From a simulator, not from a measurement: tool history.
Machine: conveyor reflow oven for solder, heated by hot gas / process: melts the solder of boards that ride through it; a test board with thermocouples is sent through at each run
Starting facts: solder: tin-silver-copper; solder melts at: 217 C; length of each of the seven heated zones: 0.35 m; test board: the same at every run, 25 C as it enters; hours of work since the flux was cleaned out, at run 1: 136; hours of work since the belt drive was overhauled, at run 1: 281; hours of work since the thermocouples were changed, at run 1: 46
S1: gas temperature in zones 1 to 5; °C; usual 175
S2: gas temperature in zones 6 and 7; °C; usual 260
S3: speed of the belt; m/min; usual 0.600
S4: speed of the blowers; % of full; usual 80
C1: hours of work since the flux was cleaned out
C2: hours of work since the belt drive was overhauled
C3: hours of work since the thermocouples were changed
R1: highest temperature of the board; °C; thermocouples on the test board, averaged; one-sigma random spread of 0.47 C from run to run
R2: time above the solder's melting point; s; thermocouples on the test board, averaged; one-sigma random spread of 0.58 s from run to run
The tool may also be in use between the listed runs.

run	hour	S1	S2	S3	S4	C1	C2	C3	R1	R2
1	0.0	175	260	0.600	80	136	281	46	245.5	48.5
2	19.9	175	260	0.600	80	149	295	60	245.1	47.3
3	41.3	175	260	0.600	80	164	310	75	245.0	48.2
4	63.8	175	260	0.600	80	179	325	90	245.1	47.4
5	84.9	175	260	0.600	80	194	340	105	244.9	47.4
6	98.6	175	260	0.573	80	203	349	114	246.1	50.7
7	117.6	175	260	0.648	80	216	362	127	242.2	40.6
8	139.7	175	263	0.600	80	231	377	142	246.5	49.6
9	160.8	175	263	0.600	80	246	392	156	246.1	49.5
10	183.3	175	263	0.600	80	261	407	172	246.2	49.0
11	196.8	174	251	0.600	75	270	416	181	234.5	37.3
12	213.4	174	251	0.600	74	282	428	192	235.1	36.9
13	232.0	174	251	0.680	63	294	440	205	228.1	22.2
14	249.3	174	251	0.680	63	306	452	217	228.0	20.7
15	267.1	174	251	0.680	63	318	464	229	227.4	20.7

Forecast each of these 4 alternatives for the next run:
A	277.4	165	260	0.600	72	325	471	236	?	?
B	277.4	182	269	0.559	63	325	471	236	?	?
C	277.4	170	273	0.600	72	325	471	236	?	?
D	277.4	170	266	0.636	63	325	471	236	?	?

run	R1	R2
A	239.4	39.2
B	250.4	58.4
C	251.6	50.2
D	241.4	37.2
With no hidden state in the tool, these same runs would have given:
run	R1	R2
A	243.0	43.2
B	253.3	60.6
C	255.4	52.9
D	245.1	40.8
